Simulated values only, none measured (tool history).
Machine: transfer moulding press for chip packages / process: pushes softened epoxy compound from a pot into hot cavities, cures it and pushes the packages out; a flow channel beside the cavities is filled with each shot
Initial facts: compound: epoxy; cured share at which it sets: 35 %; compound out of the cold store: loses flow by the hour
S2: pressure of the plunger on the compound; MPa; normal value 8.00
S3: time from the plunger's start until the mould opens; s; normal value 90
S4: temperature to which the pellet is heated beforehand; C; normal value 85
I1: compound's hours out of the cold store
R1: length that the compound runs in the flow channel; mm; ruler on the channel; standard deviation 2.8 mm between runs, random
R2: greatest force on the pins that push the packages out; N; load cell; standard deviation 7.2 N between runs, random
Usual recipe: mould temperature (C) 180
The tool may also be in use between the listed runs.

Run 1, hour 0.0: usual settings; I1 14.5. Result: R1 902 mm, R2 329 N.
Run 2, hour 18.5: usual settings; I1 25.5. Result: R1 849 mm, R2 328 N.
At hour 33.1: cavities cleaned with cleaning compound and waxed.
Run 3, hour 46.4: usual settings; I1 35.3. Result: R1 804 mm, R2 304 N.
Run 4, hour 57.2: usual settings; I1 35.4. Result: R1 805 mm, R2 312 N.
Run 5, hour 75.0: usual settings; I1 12.6. Result: R1 902 mm, R2 331 N.
At hour 79.3: cavities cleaned with cleaning compound and waxed.
Run 6, hour 89.7: usual settings; I1 45.2. Result: R1 764 mm, R2 305 N.
Run 7, hour 105.1: usual settings; I1 17.9. Result: R1 880 mm, R2 329 N.
At hour 125.2: cavities cleaned with cleaning compound and waxed.
Run 8, hour 128.3: usual settings; I1 10.5. Result: R1 917 mm, R2 335 N.
Run 9, hour 153.3: usual settings; I1 19.3. Result: R1 879 mm, R2 327 N.
Run 10, hour 165.5: usual settings; I1 44.2. Result: R1 771 mm, R2 302 N.
At hour 171.2: cavities cleaned with cleaning compound and waxed.
Run 11, hour 178.2: usual settings; I1 27.9. Result: R1 840 mm, R2 315 N.
Run 12, hour 199.0: usual settings but S2 6.69 MPa; I1 19.5. Result: R1 794 mm, R2 320 N.
At hour 217.9: cavities cleaned with cleaning compound and waxed.
Run 13, hour 223.4: usual settings but S2 6.69 MPa, S4 78 C; I1 18.8. Result: R1 804 mm, R2 322 N.
Run 14, hour 249.2: usual settings but S4 94 C; I1 11.0. Result: R1 913 mm, R2 334 N.
At hour 264.8: cavities cleaned with cleaning compound and waxed.
Run 15, hour 275.2: usual settings but S4 94 C; I1 38.8. Result: R1 794 mm, R2 303 N.
Run 16, hour 289.0: usual settings but S2 8.09 MPa, S4 93 C; I1 46.0. Result: R1 765 mm, R2 295 N.
Run 17, hour 305.6: usual settings but mould temperature (C) 172, S2 9.26 MPa, S3 78 s, S4 86 C; I1 8.6. Result: R1 1026 mm, R2 814 N.
At hour 311.7: cavities cleaned with cleaning compound and waxed.
Run 18, hour 331.1: usual settings but mould temperature (C) 172, S2 9.26 MPa, S3 78 s, S4 86 C; I1 9.3. Result: R1 1014 mm, R2 814 N.
Run 19, hour 349.8: usual settings but mould temperature (C) 172, S2 9.26 MPa, S3 78 s, S4 86 C; I1 18.2. Result: R1 972 mm, R2 803 N.
At hour 357.9: cavities cleaned with cleaning compound and waxed.
At hour 369.8: plunger's sealing rings changed.
Run 20, hour 369.8: usual settings but mould temperature (C) 172, S2 7.21 MPa, S4 88 C; I1 15.4. Result: R1 875 mm, R2 560 N.
Run 21, hour 391.1: usual settings but S3 74 s, S4 84 C; I1 47.5. Result: R1 753 mm, R2 451 N.
At hour 407.7: cavities cleaned with cleaning compound and waxed.
Run 22, hour 418.7: usual settings but S2 6.30 MPa; I1 42.3. Result: R1 692 mm, R2 306 N.
Run 23, hour 439.8: usual settings but S2 6.30 MPa; I1 10.9. Result: R1 813 mm, R2 341 N.
At hour 449.2: mould's thermocouples calibrated.
At hour 456.5: cavities cleaned with cleaning compound and waxed.
Run 24, hour 461.5: usual settings but mould temperature (C) 184, S2 6.30 MPa; I1 11.9. Result: R1 801 mm, R2 268 N.
Run 25, hour 477.4: usual settings but mould temperature (C) 173, S2 8.73 MPa, S3 120 s, S4 75 C; I1 25.3. Result: R1 908 mm, R2 298 N.
At hour 503.3: cavities cleaned with cleaning compound and waxed.
Run 26, hour 503.4: usual settings but mould temperature (C) 182, S2 8.73 MPa, S3 120 s, S4 77 C; I1 36.5. Result: R1 830 mm, R2 223 N.
Run 27, hour 530.2: usual settings but mould temperature (C) 179, S2 8.34 MPa, S3 83 s, S4 89 C; I1 38.7. Result: R1 813 mm, R2 386 N.

Below are 3 alternative next runs, each starting from the tool's condition after run 27. Predict each:
At hour 549.9: cavities cleaned with cleaning compound and waxed.
Run A, hour 553.3: usual settings but mould temperature (C) 179, S2 8.34 MPa, S3 71 s, S4 93 C; I1 45.0. Result: R1 ?, R2 ?.
At hour 549.9: cavities cleaned with cleaning compound and waxed.
Run B, hour 553.3: usual settings but mould temperature (C) 186, S2 8.34 MPa, S3 83 s, S4 84 C; I1 11.3. Result: R1 ?, R2 ?.
At hour 549.9: cavities cleaned with cleaning compound and waxed.
Run C, hour 553.3: usual settings but S4 81 C; I1 25.2. Result: R1 ?, R2 ?.

run   R1   R2
  A  786  507
  B  921  275
  C  854  327
With no hidden state in the tool, these same runs would have given:
run   R1   R2
  A  786  506
  B  921  275
  C  855  326

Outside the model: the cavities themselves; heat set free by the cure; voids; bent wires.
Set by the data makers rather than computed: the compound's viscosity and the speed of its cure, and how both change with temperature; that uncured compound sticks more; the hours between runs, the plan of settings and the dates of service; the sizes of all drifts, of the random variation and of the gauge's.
